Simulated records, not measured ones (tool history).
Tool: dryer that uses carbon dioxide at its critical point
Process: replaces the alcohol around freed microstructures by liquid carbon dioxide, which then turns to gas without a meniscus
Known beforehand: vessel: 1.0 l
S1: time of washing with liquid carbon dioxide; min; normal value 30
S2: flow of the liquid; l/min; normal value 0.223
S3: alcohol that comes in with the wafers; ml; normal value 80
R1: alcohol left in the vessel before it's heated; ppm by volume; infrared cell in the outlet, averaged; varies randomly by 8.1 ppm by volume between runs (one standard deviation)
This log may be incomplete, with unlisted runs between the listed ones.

| run | hour | S1 | S2 | S3 | R1 |
|---|---|---|---|---|---|
| 1 | 0 | 30 | 0.223 | 80 | 663 |
| 2 | 13.5 | 30 | 0.223 | 80 | 692 |
| 3 | 23.5 | 30 | 0.223 | 80 | 704 |
| 4 | 30.2 | 30 | 0.223 | 80 | 666 |
| 5 | 37.6 | 30 | 0.223 | 80 | 682 |
| 6 | 47.3 | 30 | 0.223 | 80 | 688 |
| 7 | 54.4 | 30 | 0.223 | 80 | 717 |
| 8 | 66.7 | 30 | 0.223 | 80 | 729 |
| 9 | 75.5 | 23 | 0.223 | 80 | 2128 |
| 10 | 84.2 | 23 | 0.17 | 80 | 5283 |
| 11 | 90.9 | 23 | 0.17 | 80 | 5408 |
| 12 | 104 | 23 | 0.17 | 80 | 5479 |
| 13 | 114.9 | 23 | 0.17 | 80 | 5372 |
|  | 125.8 | inlet filter changed |
| 14 | 128.4 | 23 | 0.17 | 80 | 4033 |
| 15 | 139.5 | 46 | 0.223 | 80 | 70 |
| 16 | 152.3 | 46 | 0.223 | 80 | 79 |
| 17 | 159 | 30 | 0.223 | 80 | 489 |
| 18 | 171.9 | 30 | 0.223 | 80 | 508 |
| 19 | 183.2 | 30 | 0.223 | 80 | 495 |
| 20 | 192.9 | 30 | 0.223 | 80 | 519 |
| 21 | 202.9 | 30 | 0.279 | 80 | 165 |
| 22 | 215.6 | 30 | 0.279 | 80 | 169 |
| 23 | 228.2 | 30 | 0.279 | 80 | 177 |
| 24 | 238.4 | 22 | 0.279 | 80 | 769 |
| 25 | 250.6 | 24 | 0.279 | 54 | 371 |
| 26 | 261.7 | 22 | 0.289 | 48 | 427 |
| 27 | 272 | 30 | 0.135 | 84 | 4417 |
| 28 | 279.6 | 30 | 0.177 | 94 | 1925 |
| 29 | 286.3 | 42 | 0.171 | 94 | 515 |
| 30 | 299.5 | 36 | 0.17 | 90 | 1038 |
| 31 | 311.6 | 36 | 0.166 | 80 | 1046 |
| 32 | 319.6 | 30 | 0.193 | 107 | 1558 |
| 33 | 329.4 | 25 | 0.149 | 80 | 5505 |
| 34 | 339.4 | 31 | 0.223 | 32 | 264 |
| 35 | 350.9 | 22 | 0.29 | 32 | 332 |
| 36 | 360.2 | 31 | 0.29 | 34 | 107 |
| 37 | 367.8 | 31 | 0.29 | 34 | 112 |
| 38 | 373.8 | 31 | 0.29 | 34 | 113 |
| 39 | 387 | 35 | 0.223 | 80 | 340 |
| 40 | 396.2 | 30 | 0.206 | 38 | 491 |
| 41 | 402.2 | 30 | 0.206 | 38 | 507 |
| 42 | 411.5 | 30 | 0.206 | 38 | 509 |
| 43 | 417.1 | 31 | 0.192 | 22 | 382 |
| 44 | 425.4 | 22 | 0.223 | 28 | 858 |
| 45 | 431.2 | 31 | 0.323 | 28 | 83 |

The same runs without the tool's hidden state, with the same run-to-run variation:
Hidden state present: flow that reaches the vessel past the clogged filter, %; alcohol in the recycled carbon dioxide, ppm; drift of the gauge itself on alcohol_ppm, %.
| run | R1 |
|---|---|
| 1 | 429 |
| 2 | 446 |
| 3 | 448 |
| 4 | 410 |
| 5 | 420 |
| 6 | 417 |
| 7 | 433 |
| 8 | 429 |
| 9 | 1428 |
| 10 | 3912 |
| 11 | 3982 |
| 12 | 3992 |
| 13 | 3883 |
| 14 | 3981 |
| 15 | 29 |
| 16 | 35 |
| 17 | 428 |
| 18 | 436 |
| 19 | 416 |
| 20 | 431 |
| 21 | 103 |
| 22 | 105 |
| 23 | 108 |
| 24 | 621 |
| 25 | 269 |
| 26 | 314 |
| 27 | 3873 |
| 28 | 1584 |
| 29 | 365 |
| 30 | 791 |
| 31 | 789 |
| 32 | 1190 |
| 33 | 4668 |
| 34 | 151 |
| 35 | 201 |
| 36 | 31 |
| 37 | 34 |
| 38 | 34 |
| 39 | 185 |
| 40 | 300 |
| 41 | 313 |
| 42 | 308 |
| 43 | 223 |
| 44 | 585 |
| 45 | 5 |

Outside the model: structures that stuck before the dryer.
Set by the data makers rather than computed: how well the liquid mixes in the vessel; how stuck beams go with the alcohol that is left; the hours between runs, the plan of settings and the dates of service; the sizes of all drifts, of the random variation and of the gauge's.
